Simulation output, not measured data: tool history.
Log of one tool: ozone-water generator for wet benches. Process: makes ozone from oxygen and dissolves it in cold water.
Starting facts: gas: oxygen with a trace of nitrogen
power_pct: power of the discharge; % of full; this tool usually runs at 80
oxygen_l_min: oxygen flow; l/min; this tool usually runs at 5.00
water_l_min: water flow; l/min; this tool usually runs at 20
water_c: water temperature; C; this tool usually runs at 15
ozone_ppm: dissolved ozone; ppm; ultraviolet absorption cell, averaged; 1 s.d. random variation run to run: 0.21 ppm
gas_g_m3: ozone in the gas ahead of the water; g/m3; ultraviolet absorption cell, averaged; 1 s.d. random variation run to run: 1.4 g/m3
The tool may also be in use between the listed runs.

| run | hour | power_pct | oxygen_l_min | water_l_min | water_c | ozone_ppm | gas_g_m3 |
|---|---|---|---|---|---|---|---|
| 1 | 0.0 | 80 | 5.00 | 20 | 15 | 28.9 | 249.5 |
| 2 | 79.1 | 80 | 5.00 | 20 | 8 | 31.3 | 249.4 |
| 3 | 138.1 | 80 | 5.00 | 20 | 8 | 31.7 | 251.8 |
| 4 | 197.8 | 80 | 5.00 | 20 | 8 | 31.6 | 250.6 |
| 5 | 256.5 | 80 | 5.00 | 20 | 8 | 31.4 | 249.5 |
| 6 | 311.3 | 80 | 5.00 | 20 | 8 | 30.8 | 248.9 |
| 7 | 386.9 | 80 | 4.63 | 20 | 15 | 28.1 | 259.1 |
| 8 | 463.5 | 80 | 4.63 | 20 | 15 | 27.9 | 256.7 |
| 9 | 541.4 | 80 | 4.63 | 20 | 22 | 25.2 | 256.4 |
| 10 | 585.4 | 80 | 5.00 | 20 | 15 | 28.5 | 244.6 |
| 11 | 658.4 | 80 | 5.00 | 20 | 15 | 28.2 | 248.2 |
|  | 670.0 | contactor cleaned |
| 12 | 716.4 | 80 | 5.00 | 20 | 15 | 27.6 | 245.3 |
| 13 | 801.9 | 80 | 5.00 | 20 | 15 | 27.6 | 246.7 |
| 14 | 860.1 | 80 | 5.00 | 20 | 15 | 27.3 | 246.0 |
| 15 | 908.6 | 80 | 5.00 | 20 | 15 | 27.3 | 245.3 |
|  | 951.4 | contactor cleaned, once more |
| 16 | 991.3 | 80 | 5.00 | 20 | 15 | 28.9 | 245.7 |
| 17 | 1041.2 | 80 | 5.00 | 20 | 12 | 29.5 | 244.6 |
| 18 | 1090.5 | 80 | 4.38 | 22 | 15 | 26.4 | 261.3 |
| 19 | 1150.6 | 50 | 3.79 | 14 | 20 | 24.7 | 205.7 |
| 20 | 1220.5 | 77 | 5.00 | 20 | 10 | 29.7 | 238.9 |
| 21 | 1304.0 | 46 | 7.13 | 20 | 15 | 20.1 | 142.0 |
|  | 1310.3 | water thermometer calibrated |
| 22 | 1385.6 | 89 | 5.00 | 20 | 17 | 30.4 | 259.4 |
| 23 | 1454.4 | 80 | 8.80 | 20 | 17 | 27.7 | 183.1 |
| 24 | 1535.1 | 97 | 8.57 | 29 | 12 | 26.4 | 212.4 |
| 25 | 1601.3 | 97 | 8.57 | 29 | 12 | 26.6 | 209.6 |
| 26 | 1645.7 | 97 | 8.57 | 29 | 12 | 26.6 | 210.2 |
| 27 | 1696.6 | 97 | 4.84 | 29 | 12 | 24.4 | 276.3 |
| 28 | 1753.6 | 97 | 4.84 | 29 | 12 | 24.4 | 276.8 |
| 29 | 1812.4 | 97 | 4.84 | 29 | 12 | 24.1 | 277.7 |

Results per run with the tool's hidden condition removed, run-to-run variation unchanged:
The tool's hidden condition here consists of: yield of the discharge, % of new electrodes'; contactor's efficiency, % of a clean one's; true water temperature over the reading, C; drift of the gauge itself on ozone_ppm, %; drift of the gauge itself on gas_g_m3, %.
| run | ozone_ppm | gas_g_m3 |
|---|---|---|
| 1 | 30.9 | 258.2 |
| 2 | 33.6 | 258.6 |
| 3 | 34.1 | 261.4 |
| 4 | 34.0 | 260.5 |
| 5 | 33.8 | 259.7 |
| 6 | 33.3 | 259.5 |
| 7 | 30.4 | 270.5 |
| 8 | 30.3 | 268.5 |
| 9 | 27.5 | 268.6 |
| 10 | 31.0 | 256.6 |
| 11 | 30.8 | 260.7 |
| 12 | 30.6 | 257.9 |
| 13 | 30.7 | 259.9 |
| 14 | 30.4 | 259.5 |
| 15 | 30.5 | 259.1 |
| 16 | 30.6 | 260.0 |
| 17 | 31.4 | 259.1 |
| 18 | 28.1 | 277.1 |
| 19 | 25.9 | 214.6 |
| 20 | 31.6 | 253.8 |
| 21 | 21.0 | 148.0 |
| 22 | 32.7 | 278.1 |
| 23 | 29.7 | 195.9 |
| 24 | 28.6 | 229.4 |
| 25 | 28.9 | 226.8 |
| 26 | 29.0 | 227.7 |
| 27 | 26.6 | 299.8 |
| 28 | 26.7 | 300.6 |
| 29 | 26.5 | 302.1 |
